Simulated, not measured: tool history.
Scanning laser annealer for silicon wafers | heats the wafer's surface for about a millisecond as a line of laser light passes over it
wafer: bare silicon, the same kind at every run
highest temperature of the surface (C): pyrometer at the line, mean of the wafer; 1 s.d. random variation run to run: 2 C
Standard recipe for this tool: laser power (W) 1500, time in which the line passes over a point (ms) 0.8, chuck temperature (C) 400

| run | day | laser power (W) | time in which the line passes over a point (ms) | chuck temperature (C) | highest temperature of the surface (C) |
|---|---|---|---|---|---|
| 1 | 0 | 1500 | 0.8 | 400 | 1249 |
| 2 | 0.292 | 1500 | 0.8 | 400 | 1253 |
| 3 | 0.612 | 1500 | 0.8 | 400 | 1251 |
| 4 | 0.967 | 1500 | 0.8 | 400 | 1250 |
| 5 | 1.246 | 1500 | 0.8 | 400 | 1249 |
| 6 | 1.708 | 1500 | 0.8 | 400 | 1251 |
| 7 | 2.058 | 1500 | 0.589 | 400 | 1140 |
| 8 | 2.592 | 1463 | 0.983 | 390 | 1297 |
| 9 | 3.112 | 1500 | 0.952 | 426 | 1344 |
| 10 | 3.583 | 1332 | 0.621 | 361 | 1039 |
| 11 | 3.917 | 1448 | 0.605 | 436 | 1161 |
| 12 | 4.162 | 1317 | 0.607 | 362 | 1028 |
| 13 | 4.579 | 1317 | 0.607 | 362 | 1025 |

Each row is a separate what-if for the run after 13, all from the same tool condition, not one after another. Results?
| A | 4.875 | 1453 | 0.607 | 362 | ? |
| B | 4.875 | 1570 | 0.911 | 378 | ? |
| C | 4.875 | 1334 | 0.565 | 436 | ? |

| run | highest temperature of the surface (C) |
|---|---|
| A | 1089 |
| B | 1317 |
| C | 1092 |
Without the tool's unlogged condition, the same runs would have read:
| run | highest temperature of the surface (C) |
|---|---|
| A | 1090 |
| B | 1318 |
| C | 1092 |
